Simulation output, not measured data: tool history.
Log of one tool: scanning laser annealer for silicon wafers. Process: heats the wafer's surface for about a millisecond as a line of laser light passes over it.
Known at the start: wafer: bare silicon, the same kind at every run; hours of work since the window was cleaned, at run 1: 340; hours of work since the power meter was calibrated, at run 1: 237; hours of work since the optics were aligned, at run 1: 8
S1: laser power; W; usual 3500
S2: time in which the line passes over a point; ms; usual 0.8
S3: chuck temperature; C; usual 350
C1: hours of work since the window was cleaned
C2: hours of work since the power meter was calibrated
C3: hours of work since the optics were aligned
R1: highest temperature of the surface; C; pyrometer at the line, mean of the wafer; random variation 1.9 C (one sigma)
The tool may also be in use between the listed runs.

Run 1, hour 0: usual settings; C1 340; C2 237; C3 8. Result: R1 1092 C.
Run 2, hour 33.1: usual settings; C1 359; C2 256; C3 27. Result: R1 1091 C.
Run 3, hour 57.1: usual settings; C1 372; C2 270; C3 41. Result: R1 1091 C.
Run 4, hour 97.4: usual settings; C1 395; C2 293; C3 64. Result: R1 1088 C.
Run 5, hour 136.1: usual settings; C1 418; C2 315; C3 86. Result: R1 1086 C.
Run 6, hour 169.5: usual settings but S1 3176 W, S2 0.962 ms, S3 335 C; C1 437; C2 334; C3 105. Result: R1 1058 C.
Run 7, hour 201.7: usual settings but S1 3176 W, S2 0.962 ms, S3 335 C; C1 455; C2 353; C3 124. Result: R1 1052 C.

Run 8 comes next. What will it give?
Run 8, hour 244.2: usual settings but S1 3176 W, S2 0.962 ms, S3 335 C; C1 479; C2 377; C3 148. Result: R1 ?.

Run 8 gave R1 1049 C.
Without the tool's hidden state the same run would have given R1 1091 C.

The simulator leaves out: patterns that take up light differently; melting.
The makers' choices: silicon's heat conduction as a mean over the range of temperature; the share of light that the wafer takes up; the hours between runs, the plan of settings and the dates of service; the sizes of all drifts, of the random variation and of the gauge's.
